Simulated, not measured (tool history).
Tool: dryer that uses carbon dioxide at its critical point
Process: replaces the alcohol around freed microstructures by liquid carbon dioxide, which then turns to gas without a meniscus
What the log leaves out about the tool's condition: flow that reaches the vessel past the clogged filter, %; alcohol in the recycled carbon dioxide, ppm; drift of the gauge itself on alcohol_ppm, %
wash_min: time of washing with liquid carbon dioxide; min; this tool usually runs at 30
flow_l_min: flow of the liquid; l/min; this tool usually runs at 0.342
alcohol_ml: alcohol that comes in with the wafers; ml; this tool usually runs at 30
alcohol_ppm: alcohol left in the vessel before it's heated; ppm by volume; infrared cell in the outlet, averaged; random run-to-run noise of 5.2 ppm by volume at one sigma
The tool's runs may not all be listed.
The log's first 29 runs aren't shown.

run,hour,wash_min,flow_l_min,alcohol_ml,hours of work since the filter was changed,hours of work since the purifier's bed was changed,alcohol_ppm
30,190.4,30,0.306,37,258,214,333
31,199.2,30,0.342,105,262,218,583
32,206.7,30,0.342,53,265,221,307
33,213.7,30,0.342,21,268,224,164
34,219.2,40,0.342,21,270,226,69
35,226.2,38,0.521,20,273,229,49
36,234.6,38,0.521,20,277,233,46
37,243.0,38,0.521,20,280,236,60
38,251.1,32,0.342,81,284,240,357
39,258.1,30,0.302,30,287,243,316
40,264.2,39,0.254,31,289,245,222
41,270.3,35,0.254,37,292,248,380
42,274.4,40,0.257,72,293,249,402
43,282.1,30,0.342,113,297,253,651
44,288.1,30,0.342,113,299,255,643
45,295.4,31,0.396,88,302,258,248
46,303.0,31,0.396,88,305,262,261
47,310.9,20,0.560,66,309,265,317

Consider 3 possible next runs. They are alternatives, not a sequence: every one starts from the tool as it was left by run 47. What does each give?
A,316.1,30,0.372,30,311,267,?
B,316.1,34,0.550,67,311,267,?
C,316.1,30,0.300,30,311,267,?

run,alcohol_ppm
A,160
B,77
C,349
Take away the tool's hidden state, keep each run's random variation, and the runs would have read:
run,alcohol_ppm
A,66
B,21
C,192
